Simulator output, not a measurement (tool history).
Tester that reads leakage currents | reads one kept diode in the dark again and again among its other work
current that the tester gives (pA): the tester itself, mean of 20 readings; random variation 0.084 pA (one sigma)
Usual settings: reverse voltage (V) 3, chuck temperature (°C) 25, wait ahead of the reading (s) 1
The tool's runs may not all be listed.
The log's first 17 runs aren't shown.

run,hour,reverse voltage (V),chuck temperature (°C),wait ahead of the reading (s),hours of work since the probe card was cleaned,hours of work since the tester was calibrated,hours of work since the chuck was calibrated,current that the tester gives (pA)
18,493.3,6.4,25,0.51,279,895,117,36.26
19,522.7,3,29,1,297,913,136,30.51
20,554.9,2.39,25,1,317,933,156,19.46
21,570.8,2.39,25,1,327,943,165,19.52
22,608.2,4.64,47,6.17,350,966,189,150.27
# hour 612.2: tester calibrated
23,646.6,3,25,0.54,372,21,211,23.15
24,666.4,6.89,25,0.56,385,34,223,37.69
# hour 696.8: tester calibrated, once more
25,701,5.25,43,0.9,405,3,244,120.51
26,733.2,3,40,1.89,425,23,264,70.31
27,761.8,3,40,1.89,442,40,281,69.82
28,784.5,3,40,1.86,457,54,295,69.92
29,810,3,40,1.86,472,70,311,69.68
30,834.6,3,25,2.46,488,85,326,21.28
31,850.6,3,25,2.46,497,95,336,21.16
32,875,3,25,2.46,513,110,351,21.21
33,892.8,2.76,33,0.65,524,121,363,39.77
34,930.4,1.3,33,0.65,547,145,386,25.85
35,956.8,3,44,1,563,161,402,93.9
36,984.3,1.03,29,1,580,178,419,16.32
37,1016.5,1.03,29,1,600,198,439,16.36
38,1044.7,7.04,21,9.77,618,216,457,24.24
39,1080.2,7.26,25,2.77,640,238,479,34.7
40,1104.9,13.73,49,1.03,655,253,494,310.15
41,1124.9,3,22,1,667,265,506,17.2

3 ways to go on from here, each from the tool as it stands after run 41. What would each give?
A,1152.7,2.36,56,1,685,283,524,?
B,1152.7,5.09,32,1,685,283,524,?
C,1152.7,4.27,22,1,685,283,524,?

run,current that the tester gives (pA)
A,192.76
B,50.67
C,21.25
Without the tool's hidden state the same runs would have given:
run,current that the tester gives (pA)
A,202.21
B,52.53
C,21.6
